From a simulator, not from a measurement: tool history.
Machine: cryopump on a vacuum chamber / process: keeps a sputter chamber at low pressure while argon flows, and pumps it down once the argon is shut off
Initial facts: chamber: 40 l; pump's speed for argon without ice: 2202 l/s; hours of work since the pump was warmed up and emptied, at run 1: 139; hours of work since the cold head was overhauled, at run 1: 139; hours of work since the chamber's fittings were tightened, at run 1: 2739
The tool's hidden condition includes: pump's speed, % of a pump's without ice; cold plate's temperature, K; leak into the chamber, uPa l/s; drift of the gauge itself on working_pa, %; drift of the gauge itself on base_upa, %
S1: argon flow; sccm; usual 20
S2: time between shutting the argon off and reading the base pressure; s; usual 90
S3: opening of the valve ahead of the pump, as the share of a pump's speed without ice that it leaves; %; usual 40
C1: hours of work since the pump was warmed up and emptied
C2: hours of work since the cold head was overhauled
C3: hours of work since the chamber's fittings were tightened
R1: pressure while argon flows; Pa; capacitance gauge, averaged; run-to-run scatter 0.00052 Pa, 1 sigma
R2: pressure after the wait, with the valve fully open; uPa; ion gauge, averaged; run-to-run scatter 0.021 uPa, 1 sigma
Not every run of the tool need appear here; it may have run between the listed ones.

{"run": 1, "day": 0.0, "S1": 20, "S2": 90, "S3": 40, "C1": 139, "C2": 139, "C3": 2739, "R1": 0.0389, "R2": 1.05}
{"run": 2, "day": 0.821, "S1": 20, "S2": 90, "S3": 40, "C1": 154, "C2": 154, "C3": 2755, "R1": 0.0389, "R2": 1.12}
{"run": 3, "day": 1.5, "S1": 20, "S2": 298, "S3": 40, "C1": 168, "C2": 168, "C3": 2768, "R1": 0.0391, "R2": 0.87}
{"run": 4, "day": 2.562, "S1": 20, "S2": 298, "S3": 40, "C1": 188, "C2": 188, "C3": 2789, "R1": 0.0392, "R2": 0.82}
{"run": 5, "day": 3.121, "S1": 20, "S2": 298, "S3": 40, "C1": 199, "C2": 199, "C3": 2800, "R1": 0.0393, "R2": 0.87}
{"run": 6, "day": 3.758, "S1": 20, "S2": 298, "S3": 40, "C1": 211, "C2": 211, "C3": 2812, "R1": 0.0387, "R2": 0.82}
{"run": 7, "day": 4.796, "S1": 20, "S2": 298, "S3": 40, "C1": 231, "C2": 231, "C3": 2832, "R1": 0.0398, "R2": 0.94}
{"run": 8, "day": 5.638, "S1": 20, "S2": 90, "S3": 40, "C1": 248, "C2": 248, "C3": 2848, "R1": 0.0394, "R2": 1.09}
{"run": 9, "day": 6.638, "S1": 20, "S2": 90, "S3": 40, "C1": 267, "C2": 267, "C3": 2868, "R1": 0.0391, "R2": 1.1}
{"run": 10, "day": 7.625, "S1": 24, "S2": 47, "S3": 16, "C1": 286, "C2": 286, "C3": 2887, "R1": 0.1161, "R2": 1.34}
{"run": 11, "day": 8.121, "S1": 24, "S2": 47, "S3": 16, "C1": 296, "C2": 296, "C3": 2896, "R1": 0.1166, "R2": 1.35}
{"run": 12, "day": 8.708, "S1": 9, "S2": 63, "S3": 21, "C1": 307, "C2": 307, "C3": 2908, "R1": 0.0336, "R2": 1.26}
{"run": 13, "day": 9.704, "S1": 20, "S2": 90, "S3": 16, "C1": 326, "C2": 326, "C3": 2927, "R1": 0.098, "R2": 1.14}
{"run": 14, "day": 10.433, "S1": 20, "S2": 175, "S3": 36, "C1": 341, "C2": 341, "C3": 2941, "R1": 0.0436, "R2": 1.01}
{"run": 15, "day": 11.183, "S1": 39, "S2": 255, "S3": 16, "C1": 355, "C2": 355, "C3": 2956, "R1": 0.1894, "R2": 0.95}
{"run": 16, "day": 11.804, "S1": 17, "S2": 90, "S3": 17, "C1": 367, "C2": 367, "C3": 2968, "R1": 0.0769, "R2": 1.13}
{"run": 17, "day": 12.454, "S1": 20, "S2": 41, "S3": 29, "C1": 380, "C2": 380, "C3": 2980, "R1": 0.0548, "R2": 1.51}
{"run": 18, "day": 13.583, "S1": 20, "S2": 60, "S3": 42, "C1": 402, "C2": 402, "C3": 3002, "R1": 0.038, "R2": 1.26}

Below are 4 alternative next runs, each starting from the tool's condition after run 18. Predict each:
{"run": "A", "day": 14.508, "S1": 20, "S2": 50, "S3": 40, "C1": 419, "C2": 419, "C3": 3020, "R1": "?", "R2": "?"}
{"run": "B", "day": 14.508, "S1": 38, "S2": 68, "S3": 40, "C1": 419, "C2": 419, "C3": 3020, "R1": "?", "R2": "?"}
{"run": "C", "day": 14.508, "S1": 22, "S2": 251, "S3": 42, "C1": 419, "C2": 419, "C3": 3020, "R1": "?", "R2": "?"}
{"run": "D", "day": 14.508, "S1": 11, "S2": 60, "S3": 44, "C1": 419, "C2": 419, "C3": 3020, "R1": "?", "R2": "?"}

run=A R1=0.0393 R2=1.4
run=B R1=0.0754 R2=1.3
run=C R1=0.0413 R2=1.01
run=D R1=0.0203 R2=1.34
With the hidden condition removed and each run's random variation left untouched, the same runs would have given:
run=A R1=0.0379 R2=0.65
run=B R1=0.0729 R2=0.54
run=C R1=0.0398 R2=0.26
run=D R1=0.0195 R2=0.58
